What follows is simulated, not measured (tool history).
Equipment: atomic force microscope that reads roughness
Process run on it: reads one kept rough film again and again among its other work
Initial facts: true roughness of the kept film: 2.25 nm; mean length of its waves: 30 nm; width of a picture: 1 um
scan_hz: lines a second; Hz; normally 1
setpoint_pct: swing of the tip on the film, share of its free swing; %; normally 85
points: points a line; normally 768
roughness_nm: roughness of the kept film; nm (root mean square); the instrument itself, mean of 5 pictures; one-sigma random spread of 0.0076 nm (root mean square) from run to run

{"run": 1, "hour": 0.0, "scan_hz": 1, "setpoint_pct": 85, "points": 768, "roughness_nm": 1.869}
{"hour": 10.1, "done": "new tip fitted"}
{"run": 2, "hour": 15.8, "scan_hz": 0.61, "setpoint_pct": 85, "points": 768, "roughness_nm": 2.038}
{"run": 3, "hour": 43.6, "scan_hz": 0.61, "setpoint_pct": 85, "points": 768, "roughness_nm": 2.019}
{"run": 4, "hour": 74.8, "scan_hz": 1, "setpoint_pct": 85, "points": 680, "roughness_nm": 1.906}
{"run": 5, "hour": 101.6, "scan_hz": 1, "setpoint_pct": 85, "points": 680, "roughness_nm": 1.878}
{"hour": 121.3, "done": "new tip fitted"}
{"run": 6, "hour": 122.3, "scan_hz": 1, "setpoint_pct": 85, "points": 680, "roughness_nm": 1.999}
{"run": 7, "hour": 142.9, "scan_hz": 1, "setpoint_pct": 85, "points": 768, "roughness_nm": 1.961}
{"run": 8, "hour": 162.0, "scan_hz": 1, "setpoint_pct": 85, "points": 768, "roughness_nm": 1.951}
{"run": 9, "hour": 177.9, "scan_hz": 0.71, "setpoint_pct": 69, "points": 272, "roughness_nm": 2.004}
{"run": 10, "hour": 193.5, "scan_hz": 2.61, "setpoint_pct": 69, "points": 425, "roughness_nm": 1.9}
{"hour": 197.1, "done": "height scale calibrated on a step standard"}
{"run": 11, "hour": 225.1, "scan_hz": 2.61, "setpoint_pct": 63, "points": 265, "roughness_nm": 1.899}

Predict the results of run 12:
{"hour": 234.8, "done": "new tip fitted"}
{"run": 12, "hour": 252.1, "scan_hz": 1.11, "setpoint_pct": 78, "points": 618, "roughness_nm": "?"}

{"run 12": {"roughness_nm": 1.999}}
Were there no unlogged condition in the tool, this run, its random variation unchanged, would have produced roughness_nm 1.997 nm (root mean square).

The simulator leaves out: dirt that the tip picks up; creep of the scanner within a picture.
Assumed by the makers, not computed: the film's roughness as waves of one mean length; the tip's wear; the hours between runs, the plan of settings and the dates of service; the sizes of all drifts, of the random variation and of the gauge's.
